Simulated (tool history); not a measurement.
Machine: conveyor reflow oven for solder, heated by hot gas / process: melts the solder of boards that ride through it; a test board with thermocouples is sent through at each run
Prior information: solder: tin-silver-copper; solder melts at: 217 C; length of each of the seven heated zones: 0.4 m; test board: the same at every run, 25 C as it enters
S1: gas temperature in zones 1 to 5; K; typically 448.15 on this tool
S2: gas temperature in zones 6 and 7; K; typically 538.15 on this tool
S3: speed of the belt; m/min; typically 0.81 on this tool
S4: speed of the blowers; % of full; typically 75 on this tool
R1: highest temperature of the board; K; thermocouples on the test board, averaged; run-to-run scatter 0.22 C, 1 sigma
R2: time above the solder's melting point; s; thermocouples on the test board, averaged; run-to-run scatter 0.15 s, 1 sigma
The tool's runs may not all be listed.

run,hour,S1,S2,S3,S4,R1,R2
1,0,448.15,538.15,0.81,75,519.85,40.5
2,12.1,448.15,538.15,0.81,75,520.05,40.7
3,24.5,448.15,538.15,0.81,75,519.65,40.2
4,41.6,448.15,538.15,0.81,75,519.55,40.3
5,58.5,448.15,538.15,0.81,75,520.15,40.7
6,76.7,448.15,538.15,0.81,55,514.35,35.4
7,104.1,448.15,538.15,0.81,55,517.15,38.1
8,114.4,448.15,538.15,0.774,75,523.65,45.8
9,139.2,448.15,538.15,0.774,75,523.65,45.6
10,163.1,448.15,538.15,0.774,75,523.45,46
11,174.9,448.15,538.15,0.774,75,523.45,45.9
12,198.5,448.15,538.15,0.774,75,523.25,45.7
13,209.1,448.15,538.15,0.774,75,522.95,45.6
14,229.9,448.15,538.15,0.81,75,521.35,42.3
15,253,448.15,538.15,0.81,75,521.35,42.1
16,271.5,448.15,538.15,0.81,75,521.35,42.1
17,285.6,446.15,535.15,0.81,57,513.85,35.1
18,303.7,448.15,538.15,0.81,76,521.75,42.2
19,319.3,448.15,538.15,0.81,76,521.55,41.8
20,338.4,457.15,538.15,0.766,70,523.35,48.7
21,360,448.15,540.15,0.81,69,521.45,42
22,381.9,448.15,528.15,0.81,50,505.95,27.7
23,400.9,455.15,533.15,0.81,61,514.75,39
24,415.1,455.15,533.15,0.81,61,514.55,39.1
25,436.7,452.15,538.15,0.81,75,521.55,43.2
26,454,446.15,550.15,0.81,75,530.15,46.5
27,469.5,446.15,538.15,0.731,75,522.75,47.9
28,485,456.15,535.15,0.731,75,521.95,51
29,505.1,439.15,531.15,0.851,75,510.75,29.8
30,515.9,448.15,538.15,0.758,90,524.85,48.1
31,531.9,448.15,538.15,0.758,90,524.45,47.9

Missing from the log above: 1 entry noted between runs. For each, name the pair of listed runs it sits between and say how the tool's hidden condition differs from the listed run just before to the listed run just after:
Run 6 -> run 7: flux residue cleaned out of gas plates and filters (hour 90.7)
  heat that the gas passes to the board, % of a clean oven's: 87.9 -> 98.8; belt's true speed, % of the reading: 99.99 -> 99.98; true gas temperature in zones 6 and 7 over the reading, C: -0.76 -> -0.8
  measured less the result without the state, R1: -3.5 -> -0.9 K; R2: -3.4 -> -0.7 s
